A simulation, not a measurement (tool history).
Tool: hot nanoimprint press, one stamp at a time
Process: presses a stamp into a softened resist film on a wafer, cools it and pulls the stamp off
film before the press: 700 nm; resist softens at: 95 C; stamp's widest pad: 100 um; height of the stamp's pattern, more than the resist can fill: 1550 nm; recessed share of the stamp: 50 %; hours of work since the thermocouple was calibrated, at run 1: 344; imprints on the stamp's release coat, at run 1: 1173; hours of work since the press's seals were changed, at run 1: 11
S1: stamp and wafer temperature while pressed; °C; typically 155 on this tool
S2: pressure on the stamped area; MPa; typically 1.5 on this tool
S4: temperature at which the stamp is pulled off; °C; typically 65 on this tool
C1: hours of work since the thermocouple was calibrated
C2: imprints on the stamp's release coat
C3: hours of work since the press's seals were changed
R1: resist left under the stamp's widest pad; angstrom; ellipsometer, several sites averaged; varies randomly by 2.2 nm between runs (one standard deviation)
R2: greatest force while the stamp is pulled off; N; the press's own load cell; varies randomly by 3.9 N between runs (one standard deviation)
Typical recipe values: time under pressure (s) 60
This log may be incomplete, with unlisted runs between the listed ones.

{"run": 1, "hour": 0.0, "S1": 155, "S2": 1.5, "time under pressure (s)": 60, "S4": 65, "C1": 344, "C2": 1173, "C3": 11, "R1": 3592, "R2": 236}
{"run": 2, "hour": 71.6, "S1": 155, "S2": 1.5, "time under pressure (s)": 60, "S4": 65, "C1": 401, "C2": 1365, "C3": 68, "R1": 3610, "R2": 241}
{"run": 3, "hour": 144.2, "S1": 155, "S2": 1.5, "time under pressure (s)": 60, "S4": 65, "C1": 458, "C2": 1560, "C3": 125, "R1": 3625, "R2": 240}
{"hour": 222.4, "done": "plate thermocouple calibrated"}
{"run": 4, "hour": 222.4, "S1": 155, "S2": 1.5, "time under pressure (s)": 60, "S4": 65, "C1": 0, "C2": 1761, "C3": 184, "R1": 3613, "R2": 239}
{"run": 5, "hour": 281.1, "S1": 155, "S2": 1.5, "time under pressure (s)": 60, "S4": 65, "C1": 46, "C2": 1919, "C3": 230, "R1": 3581, "R2": 242}
{"run": 6, "hour": 350.2, "S1": 155, "S2": 1.5, "time under pressure (s)": 60, "S4": 65, "C1": 101, "C2": 2104, "C3": 285, "R1": 3619, "R2": 240}
{"hour": 369.0, "done": "stamp cleaned and given a new release coat"}
{"run": 7, "hour": 427.3, "S1": 162, "S2": 1.5, "time under pressure (s)": 60, "S4": 65, "C1": 156, "C2": 156, "C3": 340, "R1": 2759, "R2": 246}
{"run": 8, "hour": 479.7, "S1": 162, "S2": 1.5, "time under pressure (s)": 60, "S4": 65, "C1": 198, "C2": 297, "C3": 382, "R1": 2767, "R2": 239}
{"run": 9, "hour": 561.2, "S1": 162, "S2": 1.5, "time under pressure (s)": 60, "S4": 65, "C1": 262, "C2": 515, "C3": 446, "R1": 2760, "R2": 246}
{"run": 10, "hour": 608.0, "S1": 152, "S2": 1.5, "time under pressure (s)": 60, "S4": 65, "C1": 299, "C2": 641, "C3": 483, "R1": 4019, "R2": 241}
{"run": 11, "hour": 689.7, "S1": 155, "S2": 1.5, "time under pressure (s)": 60, "S4": 65, "C1": 363, "C2": 860, "C3": 547, "R1": 3609, "R2": 233}
{"run": 12, "hour": 737.7, "S1": 155, "S2": 1.5, "time under pressure (s)": 60, "S4": 65, "C1": 401, "C2": 988, "C3": 585, "R1": 3580, "R2": 245}
{"run": 13, "hour": 786.7, "S1": 155, "S2": 1.5, "time under pressure (s)": 60, "S4": 70, "C1": 439, "C2": 1120, "C3": 623, "R1": 3606, "R2": 217}
{"run": 14, "hour": 842.0, "S1": 155, "S2": 1.5, "time under pressure (s)": 60, "S4": 70, "C1": 483, "C2": 1268, "C3": 667, "R1": 3568, "R2": 223}
{"hour": 889.8, "done": "plate thermocouple calibrated"}
{"run": 15, "hour": 927.9, "S1": 155, "S2": 1.5, "time under pressure (s)": 60, "S4": 65, "C1": 30, "C2": 1490, "C3": 732, "R1": 3609, "R2": 233}
{"run": 16, "hour": 1009.7, "S1": 161, "S2": 1.35, "time under pressure (s)": 60, "S4": 69, "C1": 94, "C2": 1709, "C3": 796, "R1": 3022, "R2": 220}
{"run": 17, "hour": 1090.6, "S1": 161, "S2": 0.91, "time under pressure (s)": 60, "S4": 69, "C1": 158, "C2": 1926, "C3": 860, "R1": 3598, "R2": 224}
{"hour": 1175.3, "done": "stamp cleaned and given a new release coat"}
{"run": 18, "hour": 1175.6, "S1": 161, "S2": 0.91, "time under pressure (s)": 60, "S4": 69, "C1": 220, "C2": 1, "C3": 922, "R1": 3624, "R2": 222}
{"run": 19, "hour": 1225.5, "S1": 161, "S2": 0.91, "time under pressure (s)": 60, "S4": 69, "C1": 259, "C2": 134, "C3": 961, "R1": 3619, "R2": 223}
{"hour": 1294.4, "done": "press's hydraulic seals changed and the load cell set to zero"}
{"run": 20, "hour": 1314.0, "S1": 161, "S2": 1.95, "time under pressure (s)": 60, "S4": 55, "C1": 323, "C2": 350, "C3": 15, "R1": 2531, "R2": 283}
{"run": 21, "hour": 1357.5, "S1": 161, "S2": 1.95, "time under pressure (s)": 60, "S4": 55, "C1": 357, "C2": 467, "C3": 50, "R1": 2531, "R2": 291}
{"run": 22, "hour": 1407.0, "S1": 161, "S2": 1.95, "time under pressure (s)": 60, "S4": 55, "C1": 396, "C2": 599, "C3": 89, "R1": 2533, "R2": 298}
{"run": 23, "hour": 1477.8, "S1": 161, "S2": 1.95, "time under pressure (s)": 60, "S4": 55, "C1": 452, "C2": 789, "C3": 144, "R1": 2563, "R2": 305}
{"run": 24, "hour": 1512.9, "S1": 155, "S2": 1.5, "time under pressure (s)": 40, "S4": 66, "C1": 479, "C2": 883, "C3": 172, "R1": 4148, "R2": 235}
{"run": 25, "hour": 1558.5, "S1": 155, "S2": 2.38, "time under pressure (s)": 60, "S4": 65, "C1": 515, "C2": 1006, "C3": 208, "R1": 2945, "R2": 234}
{"hour": 1565.4, "done": "plate thermocouple calibrated"}
{"run": 26, "hour": 1636.0, "S1": 164, "S2": 1.31, "time under pressure (s)": 34, "S4": 57, "C1": 56, "C2": 1205, "C3": 266, "R1": 3401, "R2": 284}
{"run": 27, "hour": 1677.8, "S1": 164, "S2": 1.31, "time under pressure (s)": 61, "S4": 58, "C1": 88, "C2": 1317, "C3": 299, "R1": 2753, "R2": 281}
{"run": 28, "hour": 1749.1, "S1": 150, "S2": 1.27, "time under pressure (s)": 94, "S4": 72, "C1": 145, "C2": 1508, "C3": 355, "R1": 3981, "R2": 204}
{"run": 29, "hour": 1823.1, "S1": 150, "S2": 1.27, "time under pressure (s)": 94, "S4": 72, "C1": 203, "C2": 1706, "C3": 414, "R1": 4011, "R2": 206}
{"run": 30, "hour": 1896.2, "S1": 150, "S2": 1.27, "time under pressure (s)": 94, "S4": 72, "C1": 260, "C2": 1902, "C3": 471, "R1": 3996, "R2": 206}

Predict each of these 3 candidate next runs independently; none follows another, all start after run 30:
{"run": "A", "hour": 1944.6, "S1": 158, "S2": 1.5, "time under pressure (s)": 60, "S4": 65, "C1": 298, "C2": 2032, "C3": 509, "R1": "?", "R2": "?"}
{"run": "B", "hour": 1944.6, "S1": 150, "S2": 1.27, "time under pressure (s)": 59, "S4": 71, "C1": 298, "C2": 2032, "C3": 509, "R1": "?", "R2": "?"}
{"run": "C", "hour": 1944.6, "S1": 150, "S2": 1.27, "time under pressure (s)": 40, "S4": 72, "C1": 298, "C2": 2032, "C3": 509, "R1": "?", "R2": "?"}

run=A R1=3195 R2=246
run=B R1=4597 R2=208
run=C R1=5101 R2=205
Had the tool no hidden state, the same runs would have come out as:
run=A R1=3189 R2=244
run=B R1=4590 R2=206
run=C R1=5095 R2=203
